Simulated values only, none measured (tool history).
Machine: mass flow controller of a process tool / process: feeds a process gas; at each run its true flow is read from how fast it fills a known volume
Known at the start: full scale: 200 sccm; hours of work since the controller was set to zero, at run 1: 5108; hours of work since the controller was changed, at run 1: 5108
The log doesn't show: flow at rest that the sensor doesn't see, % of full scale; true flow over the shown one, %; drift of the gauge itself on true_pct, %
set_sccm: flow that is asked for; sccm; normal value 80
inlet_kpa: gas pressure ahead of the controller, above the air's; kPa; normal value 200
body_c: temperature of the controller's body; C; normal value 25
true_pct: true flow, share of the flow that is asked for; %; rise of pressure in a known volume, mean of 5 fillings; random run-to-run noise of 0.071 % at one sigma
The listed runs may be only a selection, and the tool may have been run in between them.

| run | hour | set_sccm | inlet_kpa | body_c | hours of work since the controller was set to zero | hours of work since the controller was changed | true_pct |
|---|---|---|---|---|---|---|---|
| 1 | 0 | 80 | 200 | 25 | 5108 | 5108 | 101.79 |
| 2 | 264.7 | 80 | 200 | 25 | 5264 | 5264 | 101.94 |
| 3 | 469.5 | 80 | 200 | 25 | 5385 | 5385 | 101.91 |
| 4 | 753.8 | 80 | 200 | 25 | 5552 | 5552 | 102.12 |
| 5 | 1123.6 | 80 | 200 | 25 | 5770 | 5770 | 102.2 |
| 6 | 1362.1 | 80 | 200 | 25 | 5910 | 5910 | 102.2 |
| 7 | 1742.9 | 80 | 200 | 25 | 6134 | 6134 | 102.26 |
| 8 | 2065 | 80 | 200 | 25 | 6324 | 6324 | 102.43 |
| 9 | 2359.5 | 80 | 200 | 25 | 6497 | 6497 | 102.38 |
| 10 | 2616.8 | 80 | 200 | 25 | 6648 | 6648 | 102.56 |
| 11 | 2837.5 | 80 | 200 | 25 | 6778 | 6778 | 102.47 |
| 12 | 3069.2 | 120 | 214 | 27 | 6915 | 6915 | 102.63 |
|  | 3097.7 | controller's zero set anew |
| 13 | 3325.3 | 120 | 214 | 27 | 134 | 7065 | 103.01 |
| 14 | 3546.9 | 120 | 214 | 27 | 264 | 7196 | 103.16 |
| 15 | 3877.8 | 145 | 155 | 25 | 459 | 7390 | 102.42 |
|  | 4147.4 | controller's zero set anew, once more |
| 16 | 4271.7 | 78 | 157 | 34 | 73 | 7622 | 102.53 |
| 17 | 4437 | 78 | 157 | 34 | 170 | 7719 | 102.75 |
| 18 | 4765 | 100 | 156 | 32 | 363 | 7912 | 102.52 |
| 19 | 5065.2 | 100 | 156 | 32 | 540 | 8089 | 102.5 |
| 20 | 5230.6 | 165 | 183 | 21 | 637 | 8186 | 101.7 |
| 21 | 5492.9 | 165 | 183 | 21 | 792 | 8341 | 101.76 |

Alternative continuations, all from the tool just after run 21; predict every row:
| A | 5652.1 | 23 | 206 | 31 | 886 | 8434 | ? |
| B | 5652.1 | 122 | 200 | 25 | 886 | 8434 | ? |
| C | 5652.1 | 165 | 159 | 21 | 886 | 8434 | ? |
| D | 5652.1 | 165 | 183 | 24 | 886 | 8434 | ? |
| E | 5652.1 | 93 | 269 | 21 | 886 | 8434 | ? |

| run | true_pct |
|---|---|
| A | 103.25 |
| B | 102.22 |
| C | 101.66 |
| D | 102.1 |
| E | 102.4 |
The same runs, with their run-to-run variation unchanged, on a tool lacking any hidden condition would have given:
| run | true_pct |
|---|---|
| A | 100.35 |
| B | 99.82 |
| C | 99.29 |
| D | 99.73 |
| E | 99.96 |
